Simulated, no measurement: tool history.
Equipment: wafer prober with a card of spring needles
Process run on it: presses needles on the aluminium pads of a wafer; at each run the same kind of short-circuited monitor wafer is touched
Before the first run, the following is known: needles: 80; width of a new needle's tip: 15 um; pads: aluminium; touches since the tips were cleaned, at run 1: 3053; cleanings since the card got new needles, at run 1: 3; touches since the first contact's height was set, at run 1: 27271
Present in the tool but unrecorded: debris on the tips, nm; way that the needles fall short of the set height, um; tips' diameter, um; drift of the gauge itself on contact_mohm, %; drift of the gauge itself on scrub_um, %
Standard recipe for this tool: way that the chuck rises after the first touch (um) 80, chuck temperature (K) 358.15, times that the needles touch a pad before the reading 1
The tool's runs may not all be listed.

run,day,way that the chuck rises after the first touch (um),chuck temperature (K),times that the needles touch a pad before the reading,touches since the tips were cleaned,cleanings since the card got new needles,touches since the first contact's height was set,resistance of one needle with its contact and lead (mohm),way that a needle slides on the pad (um)
1,0.000,80,358.15,1,3053,3,27271,283,10.53
# day 0.650: tips cleaned on abrasive film
2,1.042,80,358.15,1,2734,4,34537,283,10.55
# day 1.829: tips cleaned on abrasive film
3,2.029,80,358.15,2,1407,5,41445,274,10.53
4,2.600,69,358.15,2,5427,5,45465,282,9.08
# day 2.925: tips cleaned on abrasive film
5,3.175,80,358.15,1,1746,6,49452,283,10.48
# day 4.083: tips cleaned on abrasive film
6,4.083,80,358.15,1,0,7,55787,276,10.51
7,5.083,80,358.15,1,7039,7,62826,284,10.49
# day 5.212: tips cleaned on abrasive film
8,5.875,80,358.15,1,4631,8,68330,282,10.50
# day 6.308: tips cleaned on abrasive film
9,6.667,80,298.15,1,2505,9,73862,266,10.51
10,7.354,80,298.15,1,7315,9,78672,267,10.48
# day 7.429: tips cleaned on abrasive film
11,8.154,80,358.15,2,5083,10,84262,277,10.50
# day 8.583: tips cleaned on abrasive film
12,8.838,80,358.15,2,1777,11,89039,280,10.48
# day 9.667: tips cleaned on abrasive film
13,9.729,80,358.15,2,431,12,95258,281,10.46
14,10.438,62,324.15,3,5388,12,100215,271,8.11
# day 10.750: tips cleaned on abrasive film
15,11.167,97,349.15,2,2908,13,105309,273,12.71
# day 11.854: tips cleaned on abrasive film
16,11.896,97,321.15,2,279,14,110394,263,12.71
17,12.371,85,304.15,1,3623,14,113738,268,11.14
# day 12.962: tips cleaned on abrasive film
18,13.308,78,325.15,2,2425,15,120292,270,10.20
# day 14.062: tips cleaned on abrasive film
19,14.300,78,325.15,2,1684,16,127216,272,10.18
20,15.050,93,319.15,1,6927,16,132459,276,12.19
# day 15.242: tips cleaned on abrasive film
21,16.179,93,301.15,1,6574,17,140362,265,12.17
# day 16.371: tips cleaned on abrasive film
22,16.871,70,334.15,3,3514,18,145192,276,9.12
23,17.383,70,358.15,2,7098,18,148776,282,9.14
# day 17.500: tips cleaned on abrasive film
24,17.962,67,358.15,3,3229,19,152801,279,8.72
25,18.479,67,358.15,3,6878,19,156450,282,8.73
# day 18.654: tips cleaned on abrasive film
26,19.612,63,330.15,1,6721,20,164362,288,8.18

Same runs, no hidden state in the tool, same run-to-run variation:
run,resistance of one needle with its contact and lead (mohm),way that a needle slides on the pad (um)
1,274,10.55
2,275,10.57
3,270,10.56
4,275,9.11
5,276,10.52
6,275,10.55
7,273,10.53
8,273,10.55
9,257,10.56
10,255,10.53
11,271,10.56
12,276,10.54
13,279,10.53
14,266,8.18
15,269,12.78
16,262,12.79
17,259,11.22
18,265,10.29
19,267,10.28
20,266,12.29
21,255,12.27
22,272,9.23
23,273,9.25
24,274,8.83
25,277,8.84
26,272,8.30

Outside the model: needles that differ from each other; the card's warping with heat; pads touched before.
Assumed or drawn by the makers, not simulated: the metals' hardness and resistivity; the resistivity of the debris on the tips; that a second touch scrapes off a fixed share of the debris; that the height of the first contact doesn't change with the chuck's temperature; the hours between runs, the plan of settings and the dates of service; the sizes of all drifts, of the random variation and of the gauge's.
